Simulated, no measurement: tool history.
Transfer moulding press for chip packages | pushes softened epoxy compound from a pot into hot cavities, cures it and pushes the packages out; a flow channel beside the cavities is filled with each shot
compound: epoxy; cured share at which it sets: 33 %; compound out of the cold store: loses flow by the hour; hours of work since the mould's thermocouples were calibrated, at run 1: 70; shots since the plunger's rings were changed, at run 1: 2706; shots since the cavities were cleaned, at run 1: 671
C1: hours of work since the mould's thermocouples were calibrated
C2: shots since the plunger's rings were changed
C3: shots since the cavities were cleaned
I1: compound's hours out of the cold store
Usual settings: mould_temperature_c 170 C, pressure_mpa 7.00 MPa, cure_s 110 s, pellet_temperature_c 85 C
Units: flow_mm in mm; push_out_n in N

Run 1, hour 0.0: usual settings; C1 70; C2 2706; C3 671; I1 22.3. Result: flow_mm 842.4 mm, push_out_n 719 N.
Run 2, hour 16.7: usual settings; C1 77; C2 2820; C3 785; I1 35.6. Result: flow_mm 807.4 mm, push_out_n 706 N.
Run 3, hour 33.1: usual settings; C1 84; C2 2932; C3 897; I1 8.1. Result: flow_mm 882.2 mm, push_out_n 783 N.
Run 4, hour 46.1: usual settings; C1 89; C2 3021; C3 986; I1 15.8. Result: flow_mm 858.3 mm, push_out_n 777 N.
Run 5, hour 58.9: usual settings; C1 94; C2 3109; C3 1074; I1 10.0. Result: flow_mm 874.9 mm, push_out_n 811 N.
At hour 69.9: cavities cleaned with cleaning compound and waxed.
Run 6, hour 71.8: usual settings but pellet_temperature_c 91 C; C1 99; C2 3187; C3 13; I1 38.5. Result: flow_mm 796.8 mm, push_out_n 965 N.
Run 7, hour 88.7: usual settings but pellet_temperature_c 91 C; C1 106; C2 3302; C3 128; I1 17.5. Result: flow_mm 852.0 mm, push_out_n 960 N.
Run 8, hour 103.6: usual settings but pellet_temperature_c 91 C; C1 112; C2 3405; C3 231; I1 30.8. Result: flow_mm 815.4 mm, push_out_n 950 N.
Run 9, hour 118.1: usual settings; C1 118; C2 3504; C3 330; I1 14.6. Result: flow_mm 861.2 mm, push_out_n 984 N.
Run 10, hour 126.5: usual settings; C1 122; C2 3561; C3 387; I1 38.9. Result: flow_mm 793.7 mm, push_out_n 946 N.
Run 11, hour 133.8: usual settings; C1 125; C2 3611; C3 437; I1 28.4. Result: flow_mm 821.5 mm, push_out_n 949 N.
Run 12, hour 147.0: usual settings; C1 130; C2 3702; C3 528; I1 42.8. Result: flow_mm 783.8 mm, push_out_n 944 N.
Run 13, hour 161.0: usual settings; C1 136; C2 3797; C3 623; I1 45.1. Result: flow_mm 777.4 mm, push_out_n 918 N.
At hour 173.2: cavities cleaned with cleaning compound and waxed, once more.
Run 14, hour 177.3: usual settings but pressure_mpa 8.51 MPa; C1 142; C2 3899; C3 28; I1 27.4. Result: flow_mm 909.4 mm, push_out_n 477 N.
Run 15, hour 186.5: usual settings but pressure_mpa 8.51 MPa; C1 146; C2 3962; C3 91; I1 34.7. Result: flow_mm 884.7 mm, push_out_n 518 N.
Run 16, hour 200.2: usual settings but mould_temperature_c 172 C, pressure_mpa 8.51 MPa, cure_s 142 s, pellet_temperature_c 91 C; C1 151; C2 4056; C3 185; I1 29.9. Result: flow_mm 892.7 mm, push_out_n 515 N.
Run 17, hour 213.8: usual settings but mould_temperature_c 172 C, pressure_mpa 8.51 MPa, cure_s 142 s, pellet_temperature_c 91 C; C1 157; C2 4149; C3 278; I1 28.8. Result: flow_mm 896.2 mm, push_out_n 548 N.
At hour 225.9: plunger's sealing rings changed.
Run 18, hour 232.3: usual settings but mould_temperature_c 172 C, pressure_mpa 8.51 MPa, cure_s 136 s, pellet_temperature_c 91 C; C1 164; C2 44; C3 387; I1 46.9. Result: flow_mm 867.9 mm, push_out_n 585 N.
Run 19, hour 245.7: usual settings but mould_temperature_c 174 C, pressure_mpa 6.16 MPa, cure_s 136 s, pellet_temperature_c 89 C; C1 169; C2 136; C3 479; I1 46.5. Result: flow_mm 736.1 mm, push_out_n 601 N.
Run 20, hour 252.9: usual settings but mould_temperature_c 174 C, pressure_mpa 6.16 MPa, cure_s 136 s, pellet_temperature_c 89 C; C1 172; C2 185; C3 528; I1 40.4. Result: flow_mm 748.3 mm, push_out_n 635 N.
Run 21, hour 265.7: usual settings but pressure_mpa 6.21 MPa, cure_s 127 s; C1 178; C2 273; C3 616; I1 42.3. Result: flow_mm 755.8 mm, push_out_n 680 N.
Run 22, hour 278.3: usual settings but mould_temperature_c 174 C, pressure_mpa 6.21 MPa, cure_s 102 s; C1 183; C2 359; C3 702; I1 29.8. Result: flow_mm 778.3 mm, push_out_n 690 N.
Run 23, hour 285.9: usual settings but mould_temperature_c 174 C, pressure_mpa 6.21 MPa, cure_s 102 s; C1 186; C2 411; C3 754; I1 43.6. Result: flow_mm 743.7 mm, push_out_n 710 N.
Run 24, hour 301.2: usual settings but mould_temperature_c 174 C, pressure_mpa 6.21 MPa, cure_s 102 s; C1 192; C2 516; C3 859; I1 15.8. Result: flow_mm 814.4 mm, push_out_n 725 N.
Run 25, hour 310.6: usual settings but cure_s 136 s, pellet_temperature_c 95 C; C1 196; C2 580; C3 923; I1 35.5. Result: flow_mm 819.1 mm, push_out_n 717 N.
Run 26, hour 320.3: usual settings but cure_s 136 s, pellet_temperature_c 95 C; C1 200; C2 647; C3 990; I1 12.2. Result: flow_mm 884.8 mm, push_out_n 730 N.
Run 27, hour 331.7: usual settings but cure_s 136 s, pellet_temperature_c 95 C; C1 205; C2 725; C3 1068; I1 41.9. Result: flow_mm 803.8 mm, push_out_n 729 N.
Run 28, hour 340.9: usual settings but cure_s 129 s; C1 209; C2 788; C3 1131; I1 23.2. Result: flow_mm 853.6 mm, push_out_n 729 N.

Forecast each of these 4 alternatives for the next run:
At hour 344.2: cavities cleaned with cleaning compound and waxed.
Run A, hour 351.9: usual settings but pellet_temperature_c 91 C; C1 213; C2 853; C3 53; I1 17.5. Result: flow_mm ?, push_out_n ?.
At hour 344.2: cavities cleaned with cleaning compound and waxed.
Run B, hour 351.9: usual settings but mould_temperature_c 172 C, pressure_mpa 7.27 MPa, pellet_temperature_c 94 C; C1 213; C2 853; C3 53; I1 19.9. Result: flow_mm ?, push_out_n ?.
At hour 344.2: cavities cleaned with cleaning compound and waxed.
Run C, hour 351.9: usual settings but mould_temperature_c 164 C, cure_s 129 s; C1 213; C2 853; C3 53; I1 43.1. Result: flow_mm ?, push_out_n ?.
At hour 344.2: cavities cleaned with cleaning compound and waxed.
Run D, hour 351.9: usual settings but mould_temperature_c 172 C, cure_s 124 s; C1 213; C2 853; C3 53; I1 42.8. Result: flow_mm ?, push_out_n ?.

run  flow_mm  push_out_n
  A    868.3         482
  B    871.7         471
  C    816.9         486
  D    795.9         442
Without the tool's hidden state the same runs would have given:
run  flow_mm  push_out_n
  A    871.0         445
  B    874.4         438
  C    819.3         446
  D    798.5         413
